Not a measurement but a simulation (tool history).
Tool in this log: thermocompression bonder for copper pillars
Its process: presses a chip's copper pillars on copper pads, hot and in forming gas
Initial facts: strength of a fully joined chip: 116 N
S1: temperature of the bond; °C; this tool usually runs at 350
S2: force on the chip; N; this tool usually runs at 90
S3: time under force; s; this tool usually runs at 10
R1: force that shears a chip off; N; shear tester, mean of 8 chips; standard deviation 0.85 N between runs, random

Run 1, hour 0.0: usual settings. Result: R1 69.6 N.
Run 2, hour 31.7: usual settings but S1 379 °C. Result: R1 87.3 N.
Run 3, hour 68.2: usual settings but S1 379 °C. Result: R1 87.7 N.
Run 4, hour 104.9: usual settings but S1 379 °C. Result: R1 86.6 N.
At hour 146.0: forming gas filter changed.
Run 5, hour 154.6: usual settings but S1 378 °C. Result: R1 88.5 N.
Run 6, hour 196.8: usual settings but S1 378 °C. Result: R1 87.6 N.
Run 7, hour 231.4: usual settings. Result: R1 69.0 N.
Run 8, hour 283.6: usual settings. Result: R1 69.0 N.
Run 9, hour 332.3: usual settings. Result: R1 69.2 N.
Run 10, hour 362.6: usual settings. Result: R1 69.1 N.
Run 11, hour 412.0: usual settings. Result: R1 68.1 N.
At hour 420.9: forming gas filter changed.
Run 12, hour 456.5: usual settings. Result: R1 70.5 N.
Run 13, hour 487.7: usual settings. Result: R1 69.6 N.
Run 14, hour 522.1: usual settings. Result: R1 68.0 N.
Run 15, hour 548.5: usual settings but S3 30 s. Result: R1 92.1 N.
Run 16, hour 579.7: usual settings but S3 11 s. Result: R1 70.0 N.
Run 17, hour 639.3: usual settings but S3 11 s. Result: R1 70.7 N.
At hour 696.7: forming gas filter changed.
Run 18, hour 700.2: usual settings but S3 11 s. Result: R1 71.5 N.
Run 19, hour 752.7: usual settings but S3 11 s. Result: R1 70.0 N.
Run 20, hour 780.9: usual settings but S3 6 s. Result: R1 58.4 N.
Run 21, hour 813.5: usual settings but S3 6 s. Result: R1 58.8 N.
Run 22, hour 855.4: usual settings but S1 345 °C. Result: R1 65.8 N.
Run 23, hour 913.6: usual settings but S1 328 °C, S2 71 N, S3 8 s. Result: R1 42.3 N.
Run 24, hour 950.1: usual settings but S1 375 °C, S2 85 N. Result: R1 83.4 N.
At hour 972.7: forming gas filter changed.
Run 25, hour 980.7: usual settings but S1 375 °C, S2 57 N. Result: R1 68.2 N.
At hour 1029.2: force cell calibrated.
Run 26, hour 1037.8: usual settings but S1 368 °C, S2 86 N, S3 16 s. Result: R1 88.2 N.
Run 27, hour 1080.8: usual settings but S1 362 °C, S2 60 N, S3 9 s. Result: R1 59.6 N.
Run 28, hour 1115.3: usual settings but S1 320 °C, S2 69 N. Result: R1 40.7 N.
Run 29, hour 1161.4: usual settings but S1 345 °C, S2 71 N, S3 12 s. Result: R1 60.7 N.
Run 30, hour 1191.6: usual settings but S1 366 °C, S2 71 N, S3 9 s. Result: R1 68.0 N.
Run 31, hour 1227.4: usual settings but S1 342 °C, S3 24 s. Result: R1 82.4 N.
At hour 1249.8: forming gas filter changed.
Run 32, hour 1257.2: usual settings but S1 360 °C, S2 108 N, S3 26 s. Result: R1 101.4 N.
Run 33, hour 1304.6: usual settings but S1 368 °C, S2 72 N, S3 7 s. Result: R1 65.6 N.
Run 34, hour 1333.4: usual settings but S1 368 °C, S2 72 N, S3 11 s. Result: R1 74.1 N.
Run 35, hour 1388.7: usual settings but S1 343 °C, S2 70 N, S3 6 s. Result: R1 45.1 N.
Run 36, hour 1422.2: usual settings but S1 343 °C, S2 70 N, S3 6 s. Result: R1 45.3 N.
Run 37, hour 1463.5: usual settings but S1 366 °C, S2 70 N, S3 21 s. Result: R1 84.8 N.
Run 38, hour 1500.8: usual settings but S2 54 N, S3 7 s. Result: R1 46.2 N.
At hour 1510.6: heater calibrated with a thermocouple chip.
At hour 1524.7: forming gas filter changed.
Run 39, hour 1544.5: usual settings but S1 366 °C, S2 99 N, S3 7 s. Result: R1 75.9 N.

3 ways to go on from here, each from the tool as it stands after run 39. What would each give?
Run A, hour 1592.7: usual settings but S1 330 °C, S3 18 s. Result: R1 ?.
Run B, hour 1592.7: usual settings but S1 333 °C, S2 129 N. Result: R1 ?.
Run C, hour 1592.7: usual settings but S1 366 °C, S2 114 N, S3 7 s. Result: R1 ?.

run    R1
  A  66.1
  B  69.7
  C  81.6
Without the tool's hidden state the same runs would have given:
run    R1
  A  66.2
  B  69.7
  C  81.6

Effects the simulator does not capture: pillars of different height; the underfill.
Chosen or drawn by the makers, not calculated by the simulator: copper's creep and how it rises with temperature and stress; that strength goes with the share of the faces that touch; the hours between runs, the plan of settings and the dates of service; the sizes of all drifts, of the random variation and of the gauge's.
